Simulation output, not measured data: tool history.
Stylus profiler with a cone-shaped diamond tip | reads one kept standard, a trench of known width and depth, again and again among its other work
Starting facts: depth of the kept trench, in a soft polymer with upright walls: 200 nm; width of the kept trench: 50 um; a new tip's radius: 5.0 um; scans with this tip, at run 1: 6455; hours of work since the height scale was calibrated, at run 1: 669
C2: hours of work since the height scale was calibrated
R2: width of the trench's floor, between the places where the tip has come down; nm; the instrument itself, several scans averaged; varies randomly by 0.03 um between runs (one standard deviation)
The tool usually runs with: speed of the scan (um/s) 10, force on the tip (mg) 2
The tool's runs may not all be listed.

{"run": 1, "day": 0.0, "speed of the scan (um/s)": 10, "force on the tip (mg)": 2, "scans with this tip": 6455, "C2": 669, "depth of the trench (Å)": 2028.3, "R2": 46910}
{"run": 2, "day": 0.954, "speed of the scan (um/s)": 10, "force on the tip (mg)": 3.52, "scans with this tip": 6625, "C2": 686, "depth of the trench (Å)": 2039.8, "R2": 46930}
{"run": 3, "day": 1.525, "speed of the scan (um/s)": 10, "force on the tip (mg)": 3.52, "scans with this tip": 6727, "C2": 697, "depth of the trench (Å)": 2040.4, "R2": 46990}
{"run": 4, "day": 2.096, "speed of the scan (um/s)": 10, "force on the tip (mg)": 4.05, "scans with this tip": 6829, "C2": 707, "depth of the trench (Å)": 2044.2, "R2": 46880}
{"run": 5, "day": 3.025, "speed of the scan (um/s)": 10, "force on the tip (mg)": 4.05, "scans with this tip": 6994, "C2": 725, "depth of the trench (Å)": 2043.3, "R2": 46900}
{"run": 6, "day": 3.696, "speed of the scan (um/s)": 10, "force on the tip (mg)": 2, "scans with this tip": 7114, "C2": 737, "depth of the trench (Å)": 2027.6, "R2": 46910}
{"run": 7, "day": 4.2, "speed of the scan (um/s)": 10, "force on the tip (mg)": 0.86, "scans with this tip": 7203, "C2": 746, "depth of the trench (Å)": 2017.6, "R2": 46900}
{"run": 8, "day": 4.754, "speed of the scan (um/s)": 10, "force on the tip (mg)": 0.86, "scans with this tip": 7302, "C2": 756, "depth of the trench (Å)": 2018.3, "R2": 46900}
{"run": 9, "day": 5.738, "speed of the scan (um/s)": 10, "force on the tip (mg)": 0.86, "scans with this tip": 7478, "C2": 775, "depth of the trench (Å)": 2017.2, "R2": 46880}
{"run": 10, "day": 6.575, "speed of the scan (um/s)": 10, "force on the tip (mg)": 0.86, "scans with this tip": 7627, "C2": 790, "depth of the trench (Å)": 2018.1, "R2": 46970}
{"run": 11, "day": 7.408, "speed of the scan (um/s)": 10, "force on the tip (mg)": 0.86, "scans with this tip": 7775, "C2": 805, "depth of the trench (Å)": 2017.8, "R2": 46880}
{"run": 12, "day": 7.829, "speed of the scan (um/s)": 10, "force on the tip (mg)": 1.77, "scans with this tip": 7850, "C2": 813, "depth of the trench (Å)": 2026.7, "R2": 46900}
{"run": 13, "day": 8.296, "speed of the scan (um/s)": 10, "force on the tip (mg)": 4.25, "scans with this tip": 7933, "C2": 822, "depth of the trench (Å)": 2046.7, "R2": 46930}
{"run": 14, "day": 8.804, "speed of the scan (um/s)": 10, "force on the tip (mg)": 4.25, "scans with this tip": 8024, "C2": 831, "depth of the trench (Å)": 2045.4, "R2": 46940}
{"run": 15, "day": 9.779, "speed of the scan (um/s)": 10, "force on the tip (mg)": 4.25, "scans with this tip": 8198, "C2": 849, "depth of the trench (Å)": 2044.8, "R2": 46850}
{"run": 16, "day": 10.208, "speed of the scan (um/s)": 10, "force on the tip (mg)": 4.25, "scans with this tip": 8274, "C2": 857, "depth of the trench (Å)": 2046, "R2": 46880}
{"run": 17, "day": 10.962, "speed of the scan (um/s)": 10, "force on the tip (mg)": 1.2, "scans with this tip": 8409, "C2": 871, "depth of the trench (Å)": 2022.2, "R2": 46880}
{"run": 18, "day": 11.942, "speed of the scan (um/s)": 10, "force on the tip (mg)": 1.2, "scans with this tip": 8583, "C2": 889, "depth of the trench (Å)": 2022, "R2": 46910}
{"run": 19, "day": 12.367, "speed of the scan (um/s)": 10, "force on the tip (mg)": 1.98, "scans with this tip": 8659, "C2": 897, "depth of the trench (Å)": 2028.6, "R2": 46900}
{"run": 20, "day": 13.021, "speed of the scan (um/s)": 10, "force on the tip (mg)": 3.1, "scans with this tip": 8775, "C2": 909, "depth of the trench (Å)": 2038, "R2": 46870}
{"run": 21, "day": 13.829, "speed of the scan (um/s)": 10, "force on the tip (mg)": 3.1, "scans with this tip": 8919, "C2": 924, "depth of the trench (Å)": 2037.8, "R2": 46930}
{"run": 22, "day": 14.554, "speed of the scan (um/s)": 10, "force on the tip (mg)": 3.1, "scans with this tip": 9048, "C2": 937, "depth of the trench (Å)": 2037.9, "R2": 46800}
{"run": 23, "day": 15.088, "speed of the scan (um/s)": 10, "force on the tip (mg)": 2.87, "scans with this tip": 9144, "C2": 947, "depth of the trench (Å)": 2037.4, "R2": 46810}
{"run": 24, "day": 15.65, "speed of the scan (um/s)": 10, "force on the tip (mg)": 2, "scans with this tip": 9244, "C2": 957, "depth of the trench (Å)": 2029.6, "R2": 46810}
{"run": 25, "day": 16.379, "speed of the scan (um/s)": 11, "force on the tip (mg)": 3.23, "scans with this tip": 9374, "C2": 971, "depth of the trench (Å)": 2039.9, "R2": 46820}
{"run": 26, "day": 17.288, "speed of the scan (um/s)": 11, "force on the tip (mg)": 3.23, "scans with this tip": 9535, "C2": 988, "depth of the trench (Å)": 2038.5, "R2": 46840}
{"run": 27, "day": 17.704, "speed of the scan (um/s)": 10, "force on the tip (mg)": 2.16, "scans with this tip": 9610, "C2": 995, "depth of the trench (Å)": 2031.3, "R2": 46870}
{"run": 28, "day": 18.354, "speed of the scan (um/s)": 10, "force on the tip (mg)": 2.16, "scans with this tip": 9726, "C2": 1007, "depth of the trench (Å)": 2030.6, "R2": 46810}
{"run": 29, "day": 19.375, "speed of the scan (um/s)": 10, "force on the tip (mg)": 1.52, "scans with this tip": 9908, "C2": 1026, "depth of the trench (Å)": 2025.3, "R2": 46810}
{"run": 30, "day": 20.217, "speed of the scan (um/s)": 7, "force on the tip (mg)": 4.88, "scans with this tip": 10058, "C2": 1042, "depth of the trench (Å)": 2050.9, "R2": 46810}
{"run": 31, "day": 21.158, "speed of the scan (um/s)": 3, "force on the tip (mg)": 4.88, "scans with this tip": 10225, "C2": 1059, "depth of the trench (Å)": 2050, "R2": 46880}
{"run": 32, "day": 22.079, "speed of the scan (um/s)": 26, "force on the tip (mg)": 3.02, "scans with this tip": 10390, "C2": 1076, "depth of the trench (Å)": 2038, "R2": 46790}
{"run": 33, "day": 22.9, "speed of the scan (um/s)": 4, "force on the tip (mg)": 1.57, "scans with this tip": 10536, "C2": 1091, "depth of the trench (Å)": 2026.4, "R2": 46850}
{"run": 34, "day": 23.925, "speed of the scan (um/s)": 3, "force on the tip (mg)": 3.12, "scans with this tip": 10719, "C2": 1110, "depth of the trench (Å)": 2038.3, "R2": 46800}
{"run": 35, "day": 24.779, "speed of the scan (um/s)": 6, "force on the tip (mg)": 3.25, "scans with this tip": 10871, "C2": 1126, "depth of the trench (Å)": 2040, "R2": 46810}
{"run": 36, "day": 25.804, "speed of the scan (um/s)": 3, "force on the tip (mg)": 1.47, "scans with this tip": 11054, "C2": 1145, "depth of the trench (Å)": 2025.1, "R2": 46780}
{"run": 37, "day": 26.675, "speed of the scan (um/s)": 10, "force on the tip (mg)": 1.28, "scans with this tip": 11208, "C2": 1161, "depth of the trench (Å)": 2024.7, "R2": 46790}
{"run": 38, "day": 27.538, "speed of the scan (um/s)": 33, "force on the tip (mg)": 3.02, "scans with this tip": 11363, "C2": 1177, "depth of the trench (Å)": 2037.8, "R2": 46800}
{"run": 39, "day": 28.058, "speed of the scan (um/s)": 33, "force on the tip (mg)": 3.02, "scans with this tip": 11455, "C2": 1187, "depth of the trench (Å)": 2038.8, "R2": 46700}
{"run": 40, "day": 28.708, "speed of the scan (um/s)": 10, "force on the tip (mg)": 1.94, "scans with this tip": 11571, "C2": 1199, "depth of the trench (Å)": 2029.1, "R2": 46790}
{"run": 41, "day": 29.746, "speed of the scan (um/s)": 10, "force on the tip (mg)": 2.24, "scans with this tip": 11756, "C2": 1218, "depth of the trench (Å)": 2032.2, "R2": 46810}
{"run": 42, "day": 30.779, "speed of the scan (um/s)": 4, "force on the tip (mg)": 2.9, "scans with this tip": 11940, "C2": 1237, "depth of the trench (Å)": 2037.6, "R2": 46800}
{"run": 43, "day": 31.583, "speed of the scan (um/s)": 12, "force on the tip (mg)": 1.03, "scans with this tip": 12083, "C2": 1252, "depth of the trench (Å)": 2021.2, "R2": 46680}
{"run": 44, "day": 32.229, "speed of the scan (um/s)": 35, "force on the tip (mg)": 1, "scans with this tip": 12199, "C2": 1264, "depth of the trench (Å)": 2020.4, "R2": 46600}
{"run": 45, "day": 33.021, "speed of the scan (um/s)": 35, "force on the tip (mg)": 1, "scans with this tip": 12339, "C2": 1278, "depth of the trench (Å)": 2021, "R2": 46670}
{"run": 46, "day": 33.688, "speed of the scan (um/s)": 35, "force on the tip (mg)": 1, "scans with this tip": 12458, "C2": 1290, "depth of the trench (Å)": 2021, "R2": 46690}
{"run": 47, "day": 34.421, "speed of the scan (um/s)": 35, "force on the tip (mg)": 1, "scans with this tip": 12589, "C2": 1304, "depth of the trench (Å)": 2021.7, "R2": 46660}

Forecast each of these 4 alternatives for the next run:
{"run": "A", "day": 35.121, "speed of the scan (um/s)": 10, "force on the tip (mg)": 2.91, "scans with this tip": 12714, "C2": 1317, "depth of the trench (Å)": "?", "R2": "?"}
{"run": "B", "day": 35.121, "speed of the scan (um/s)": 23, "force on the tip (mg)": 4.92, "scans with this tip": 12714, "C2": 1317, "depth of the trench (Å)": "?", "R2": "?"}
{"run": "C", "day": 35.121, "speed of the scan (um/s)": 10, "force on the tip (mg)": 0.88, "scans with this tip": 12714, "C2": 1317, "depth of the trench (Å)": "?", "R2": "?"}
{"run": "D", "day": 35.121, "speed of the scan (um/s)": 9, "force on the tip (mg)": 1.56, "scans with this tip": 12714, "C2": 1317, "depth of the trench (Å)": "?", "R2": "?"}

run=A depth_of_the_trench_(Å)=2037.2 R2=46750
run=B depth_of_the_trench_(Å)=2051.9 R2=46730
run=C depth_of_the_trench_(Å)=2019.5 R2=46690
run=D depth_of_the_trench_(Å)=2026.4 R2=46670
Had the tool no hidden state, the same runs would have come out as:
run=A depth_of_the_trench_(Å)=2031.7 R2=47190
run=B depth_of_the_trench_(Å)=2046.4 R2=47170
run=C depth_of_the_trench_(Å)=2014.1 R2=47130
run=D depth_of_the_trench_(Å)=2021 R2=47110
